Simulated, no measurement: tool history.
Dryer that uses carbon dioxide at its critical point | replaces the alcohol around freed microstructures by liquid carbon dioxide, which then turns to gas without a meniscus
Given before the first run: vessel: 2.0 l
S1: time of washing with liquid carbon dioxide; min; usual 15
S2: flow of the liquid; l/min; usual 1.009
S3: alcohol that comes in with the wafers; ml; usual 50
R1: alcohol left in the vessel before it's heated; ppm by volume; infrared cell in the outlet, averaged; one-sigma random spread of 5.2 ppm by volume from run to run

{"run": 1, "hour": 0.0, "S1": 15, "S2": 1.009, "S3": 50, "R1": 158}
{"run": 2, "hour": 17.0, "S1": 15, "S2": 1.009, "S3": 50, "R1": 152}
{"run": 3, "hour": 44.4, "S1": 15, "S2": 1.009, "S3": 50, "R1": 156}
{"run": 4, "hour": 59.4, "S1": 15, "S2": 1.17, "S3": 50, "R1": 121}
{"run": 5, "hour": 81.2, "S1": 10, "S2": 1.009, "S3": 50, "R1": 662}
{"run": 6, "hour": 111.8, "S1": 18, "S2": 1.009, "S3": 50, "R1": 107}
{"run": 7, "hour": 142.5, "S1": 9, "S2": 1.009, "S3": 50, "R1": 964}
{"run": 8, "hour": 159.6, "S1": 9, "S2": 1.009, "S3": 50, "R1": 967}
{"run": 9, "hour": 183.4, "S1": 9, "S2": 1.009, "S3": 50, "R1": 978}
{"run": 10, "hour": 199.2, "S1": 9, "S2": 1.009, "S3": 50, "R1": 1007}
{"run": 11, "hour": 215.3, "S1": 9, "S2": 1.009, "S3": 50, "R1": 988}
{"run": 12, "hour": 243.8, "S1": 9, "S2": 1.009, "S3": 50, "R1": 983}
{"run": 13, "hour": 265.9, "S1": 9, "S2": 1.009, "S3": 50, "R1": 1010}
{"run": 14, "hour": 279.4, "S1": 15, "S2": 1.009, "S3": 58, "R1": 226}
{"run": 15, "hour": 308.8, "S1": 15, "S2": 0.86, "S3": 62, "R1": 422}
{"run": 16, "hour": 339.5, "S1": 18, "S2": 0.82, "S3": 100, "R1": 367}
{"run": 17, "hour": 355.1, "S1": 15, "S2": 1.28, "S3": 65, "R1": 140}
{"run": 18, "hour": 375.0, "S1": 11, "S2": 1.41, "S3": 53, "R1": 187}
{"run": 19, "hour": 398.8, "S1": 15, "S2": 1.56, "S3": 50, "R1": 124}
{"run": 20, "hour": 427.6, "S1": 15, "S2": 1.009, "S3": 34, "R1": 195}
{"run": 21, "hour": 447.9, "S1": 13, "S2": 1.24, "S3": 70, "R1": 210}
{"run": 22, "hour": 470.6, "S1": 12, "S2": 1.35, "S3": 50, "R1": 186}
{"run": 23, "hour": 495.2, "S1": 12, "S2": 1.35, "S3": 75, "R1": 219}
{"run": 24, "hour": 517.5, "S1": 12, "S2": 1.35, "S3": 75, "R1": 222}
{"run": 25, "hour": 534.0, "S1": 18, "S2": 1.009, "S3": 29, "R1": 163}
{"run": 26, "hour": 558.8, "S1": 15, "S2": 0.84, "S3": 29, "R1": 296}
{"run": 27, "hour": 577.3, "S1": 15, "S2": 1, "S3": 29, "R1": 199}
{"run": 28, "hour": 590.6, "S1": 15, "S2": 0.86, "S3": 33, "R1": 314}

How would selected steps in R1 from run to run divide? Give the signed amount a tool lacking its hidden state would still show from settings, what came in and random variation, and the signed amount left for the hidden state, including any gauge scatter that is not in both of the compared results.
The tool's hidden condition here consists of: flow that reaches the vessel past the clogged filter, %; alcohol in the recycled carbon dioxide, ppm; drift of the gauge itself on alcohol_ppm, %.
Run 6 -> 7: S1 18 -> 9. R1 +857 ppm by volume: hidden state +86, all else +771.
Run 13 -> 14: S1 9 -> 15, S3 50 -> 58. R1 -784 ppm by volume: hidden state -85, all else -699.
